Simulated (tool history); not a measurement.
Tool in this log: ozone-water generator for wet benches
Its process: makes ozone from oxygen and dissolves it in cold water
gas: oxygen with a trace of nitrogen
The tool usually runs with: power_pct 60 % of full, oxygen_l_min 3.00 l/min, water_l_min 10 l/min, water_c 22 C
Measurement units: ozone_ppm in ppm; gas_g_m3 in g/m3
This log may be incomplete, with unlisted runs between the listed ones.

| run | hour | power_pct | oxygen_l_min | water_l_min | water_c | ozone_ppm | gas_g_m3 |
|---|---|---|---|---|---|---|---|
| 1 | 0.0 | 60 | 3.00 | 10 | 22 | 12.2 | 152.3 |
| 2 | 118.1 | 60 | 3.00 | 10 | 22 | 12.2 | 151.9 |
| 3 | 264.6 | 60 | 3.00 | 10 | 22 | 12.1 | 151.4 |
| 4 | 335.7 | 60 | 3.00 | 10 | 22 | 12.3 | 151.1 |
| 5 | 432.7 | 60 | 3.00 | 10 | 22 | 11.7 | 149.1 |
| 6 | 572.0 | 60 | 3.00 | 10 | 22 | 12.1 | 151.0 |
| 7 | 685.3 | 60 | 3.00 | 10 | 22 | 11.8 | 151.1 |
| 8 | 811.2 | 81 | 3.00 | 10 | 22 | 14.8 | 188.0 |
| 9 | 887.9 | 60 | 3.00 | 10 | 22 | 11.8 | 148.0 |
|  | 970.5 | contactor cleaned |
| 10 | 1036.4 | 60 | 3.00 | 10 | 22 | 11.6 | 147.6 |
| 11 | 1103.2 | 60 | 3.00 | 10 | 22 | 11.3 | 149.0 |
| 12 | 1171.2 | 60 | 3.00 | 10 | 22 | 11.4 | 148.9 |
| 13 | 1322.0 | 60 | 3.00 | 10 | 22 | 11.2 | 145.7 |
|  | 1405.0 | contactor cleaned, once more |
| 14 | 1456.4 | 60 | 3.00 | 10 | 22 | 12.1 | 145.9 |
| 15 | 1535.8 | 60 | 3.00 | 10 | 22 | 12.1 | 145.8 |
| 16 | 1666.2 | 60 | 3.00 | 10 | 19 | 12.5 | 146.1 |
| 17 | 1737.6 | 67 | 2.53 | 13 | 19 | 10.1 | 176.0 |
| 18 | 1799.4 | 67 | 2.53 | 13 | 19 | 10.2 | 174.8 |
| 19 | 1906.4 | 58 | 4.62 | 13 | 19 | 8.7 | 108.6 |
| 20 | 2026.1 | 96 | 1.58 | 7 | 17 | 26.9 | 302.4 |
| 21 | 2091.8 | 96 | 1.58 | 7 | 14 | 27.8 | 299.5 |
| 22 | 2199.9 | 96 | 1.58 | 7 | 14 | 27.8 | 300.7 |
| 23 | 2290.6 | 96 | 1.58 | 7 | 23 | 24.3 | 298.2 |
| 24 | 2366.2 | 60 | 5.21 | 8 | 24 | 11.9 | 103.2 |
| 25 | 2431.3 | 41 | 2.31 | 9 | 27 | 9.4 | 126.2 |
| 26 | 2513.4 | 95 | 2.80 | 11 | 27 | 13.5 | 207.2 |
|  | 2639.3 | water thermometer calibrated |
| 27 | 2649.6 | 95 | 4.92 | 11 | 27 | 12.4 | 148.0 |
| 28 | 2796.4 | 60 | 1.60 | 10 | 25 | 11.5 | 206.0 |
| 29 | 2881.8 | 65 | 3.00 | 10 | 16 | 13.2 | 151.0 |
| 30 | 3017.5 | 50 | 3.27 | 13 | 28 | 6.9 | 116.1 |
| 31 | 3118.8 | 60 | 3.00 | 15 | 22 | 7.3 | 140.9 |
| 32 | 3253.6 | 60 | 2.56 | 12 | 22 | 9.5 | 153.8 |

Consider 3 possible next runs. They are alternatives, not a sequence: every one starts from the tool as it was left by run 32. What does each give?
| A | 3396.3 | 47 | 4.45 | 7 | 22 | ? | ? |
| B | 3396.3 | 74 | 3.00 | 10 | 22 | ? | ? |
| C | 3396.3 | 51 | 1.72 | 7 | 22 | ? | ? |

| run | ozone_ppm | gas_g_m3 |
|---|---|---|
| A | 11.9 | 91.9 |
| B | 12.8 | 161.7 |
| C | 14.7 | 171.4 |
Had the tool no hidden state, the same runs would have come out as:
| run | ozone_ppm | gas_g_m3 |
|---|---|---|
| A | 14.3 | 107.6 |
| B | 16.9 | 206.7 |
| C | 17.9 | 204.2 |

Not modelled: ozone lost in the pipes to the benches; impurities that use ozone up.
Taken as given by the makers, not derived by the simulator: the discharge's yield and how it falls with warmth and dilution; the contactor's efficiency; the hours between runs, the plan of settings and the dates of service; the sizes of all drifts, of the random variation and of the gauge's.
